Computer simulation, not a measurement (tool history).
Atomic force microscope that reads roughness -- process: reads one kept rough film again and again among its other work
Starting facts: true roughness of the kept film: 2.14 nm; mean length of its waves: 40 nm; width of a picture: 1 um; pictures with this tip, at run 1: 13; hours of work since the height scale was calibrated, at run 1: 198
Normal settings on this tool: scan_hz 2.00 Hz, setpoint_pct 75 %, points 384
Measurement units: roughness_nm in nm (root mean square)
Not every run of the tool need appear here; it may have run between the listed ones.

| run | hour | scan_hz | setpoint_pct | points | pictures with this tip | hours of work since the height scale was calibrated | roughness_nm |
|---|---|---|---|---|---|---|---|
| 1 | 0.0 | 2.00 | 75 | 384 | 13 | 198 | 1.772 |
| 2 | 6.3 | 2.00 | 75 | 384 | 23 | 202 | 1.753 |
| 3 | 12.8 | 2.00 | 75 | 384 | 33 | 207 | 1.737 |
| 4 | 17.0 | 2.00 | 75 | 384 | 40 | 209 | 1.705 |
| 5 | 23.2 | 2.00 | 75 | 384 | 50 | 214 | 1.690 |
| 6 | 27.2 | 2.00 | 85 | 384 | 56 | 216 | 1.555 |
| 7 | 31.1 | 3.41 | 85 | 384 | 62 | 219 | 1.349 |
| 8 | 38.5 | 3.41 | 85 | 384 | 74 | 224 | 1.332 |
|  | 48.1 | new tip fitted |
| 9 | 48.4 | 2.00 | 75 | 384 | 1 | 230 | 1.793 |
| 10 | 56.7 | 2.00 | 62 | 384 | 14 | 236 | 1.897 |
| 11 | 62.3 | 2.00 | 62 | 384 | 22 | 240 | 1.885 |
| 12 | 69.5 | 2.00 | 64 | 384 | 34 | 245 | 1.838 |
| 13 | 73.4 | 2.00 | 64 | 384 | 40 | 247 | 1.818 |
| 14 | 77.4 | 2.00 | 64 | 384 | 46 | 250 | 1.817 |
| 15 | 84.8 | 2.00 | 75 | 384 | 58 | 255 | 1.675 |
| 16 | 91.2 | 2.00 | 75 | 384 | 68 | 259 | 1.659 |
| 17 | 95.1 | 2.00 | 75 | 319 | 74 | 262 | 1.655 |
| 18 | 102.9 | 2.00 | 75 | 384 | 86 | 267 | 1.618 |
|  | 104.2 | new tip fitted |
| 19 | 112.8 | 2.00 | 75 | 384 | 13 | 274 | 1.777 |
| 20 | 116.9 | 2.00 | 75 | 384 | 20 | 277 | 1.754 |
| 21 | 126.2 | 2.00 | 75 | 384 | 34 | 283 | 1.714 |
| 22 | 133.8 | 2.00 | 75 | 384 | 46 | 288 | 1.700 |
|  | 135.4 | height scale calibrated on a step standard |
| 23 | 142.0 | 3.74 | 75 | 384 | 58 | 4 | 1.525 |
| 24 | 146.3 | 2.00 | 82 | 542 | 64 | 7 | 1.595 |
| 25 | 155.9 | 2.00 | 82 | 542 | 79 | 14 | 1.567 |
|  | 161.9 | new tip fitted |
| 26 | 163.0 | 2.00 | 82 | 542 | 2 | 18 | 1.716 |
| 27 | 167.2 | 2.00 | 82 | 672 | 8 | 21 | 1.688 |
| 28 | 171.5 | 0.62 | 56 | 384 | 15 | 24 | 2.006 |

Run 29 has not been measured yet. What should we expect?
| 29 | 179.8 | 1.37 | 75 | 313 | 28 | 30 | ? |

Run 29 measured roughness_nm 1.816 nm (root mean square).
If the tool had no hidden condition, the same run with the same run-to-run variation would have returned roughness_nm 1.859 nm (root mean square).

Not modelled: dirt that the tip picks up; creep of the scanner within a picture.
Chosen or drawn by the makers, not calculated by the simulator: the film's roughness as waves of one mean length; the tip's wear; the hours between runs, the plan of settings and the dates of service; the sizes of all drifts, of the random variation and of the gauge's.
